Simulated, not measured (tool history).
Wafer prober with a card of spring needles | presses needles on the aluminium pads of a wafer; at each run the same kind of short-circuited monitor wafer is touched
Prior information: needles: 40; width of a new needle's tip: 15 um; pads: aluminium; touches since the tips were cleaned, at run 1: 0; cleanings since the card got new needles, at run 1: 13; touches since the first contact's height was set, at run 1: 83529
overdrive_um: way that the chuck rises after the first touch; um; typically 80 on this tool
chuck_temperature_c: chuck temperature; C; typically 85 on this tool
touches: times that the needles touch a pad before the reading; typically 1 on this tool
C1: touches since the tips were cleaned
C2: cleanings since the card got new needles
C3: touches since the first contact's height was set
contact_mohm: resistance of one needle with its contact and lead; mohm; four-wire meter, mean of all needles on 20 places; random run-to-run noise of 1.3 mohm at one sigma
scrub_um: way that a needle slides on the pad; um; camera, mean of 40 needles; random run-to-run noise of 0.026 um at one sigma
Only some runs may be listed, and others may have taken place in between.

Run 1, day 0: usual settings; C1 0; C2 13; C3 83529. Result: contact_mohm 111 mohm, scrub_um 11.55 um.
Run 2, day 0.388: usual settings; C1 2173; C2 13; C3 85702. Result: contact_mohm 112 mohm, scrub_um 11.53 um.
Run 3, day 0.633: usual settings; C1 3560; C2 13; C3 87089. Result: contact_mohm 112 mohm, scrub_um 11.55 um.
Run 4, day 0.971: usual settings; C1 5466; C2 13; C3 88995. Result: contact_mohm 111 mohm, scrub_um 11.57 um.
At day 0.992: tips cleaned on abrasive film.
Run 5, day 1.342: usual settings; C1 1954; C2 14; C3 91037. Result: contact_mohm 109 mohm, scrub_um 11.56 um.
Run 6, day 1.633: usual settings but overdrive_um 77 um; C1 3612; C2 14; C3 92695. Result: contact_mohm 112 mohm, scrub_um 11.06 um.
Run 7, day 1.842: usual settings but overdrive_um 77 um; C1 4785; C2 14; C3 93868. Result: contact_mohm 113 mohm, scrub_um 11.12 um.
At day 1.983: tips cleaned on abrasive film.
Run 8, day 2.083: usual settings but overdrive_um 77 um; C1 541; C2 15; C3 95184. Result: contact_mohm 112 mohm, scrub_um 11.11 um.
Run 9, day 2.412: usual settings but chuck_temperature_c 87 C, touches 2; C1 2399; C2 15; C3 97042. Result: contact_mohm 110 mohm, scrub_um 11.51 um.
Run 10, day 2.758: usual settings but chuck_temperature_c 87 C, touches 2; C1 4356; C2 15; C3 98999. Result: contact_mohm 111 mohm, scrub_um 11.57 um.

5 ways to go on from here, each from the tool as it stands after run 10. What would each give?
At day 2.971: tips cleaned on abrasive film.
Run A, day 3.042: usual settings but overdrive_um 78 um, touches 2; C1 384; C2 16; C3 100552. Result: contact_mohm ?, scrub_um ?.
At day 2.971: tips cleaned on abrasive film.
Run B, day 3.042: usual settings but overdrive_um 90 um; C1 384; C2 16; C3 100552. Result: contact_mohm ?, scrub_um ?.
At day 2.971: tips cleaned on abrasive film.
Run C, day 3.042: usual settings but overdrive_um 91 um, chuck_temperature_c 52 C; C1 384; C2 16; C3 100552. Result: contact_mohm ?, scrub_um ?.
At day 2.971: tips cleaned on abrasive film.
Run D, day 3.042: usual settings but overdrive_um 95 um, chuck_temperature_c 46 C, touches 3; C1 384; C2 16; C3 100552. Result: contact_mohm ?, scrub_um ?.
At day 2.971: tips cleaned on abrasive film.
Run E, day 3.042: usual settings but overdrive_um 96 um, chuck_temperature_c 29 C, touches 2; C1 384; C2 16; C3 100552. Result: contact_mohm ?, scrub_um ?.

run  contact_mohm  scrub_um
  A           111     11.24
  B           112     12.98
  C           105     13.12
  D           104      13.7
  E           102     13.84
With the hidden condition removed and each run's random variation left untouched, the same runs would have given:
run  contact_mohm  scrub_um
  A           111     11.25
  B           112     12.99
  C           105     13.13
  D           104     13.71
  E           102     13.84

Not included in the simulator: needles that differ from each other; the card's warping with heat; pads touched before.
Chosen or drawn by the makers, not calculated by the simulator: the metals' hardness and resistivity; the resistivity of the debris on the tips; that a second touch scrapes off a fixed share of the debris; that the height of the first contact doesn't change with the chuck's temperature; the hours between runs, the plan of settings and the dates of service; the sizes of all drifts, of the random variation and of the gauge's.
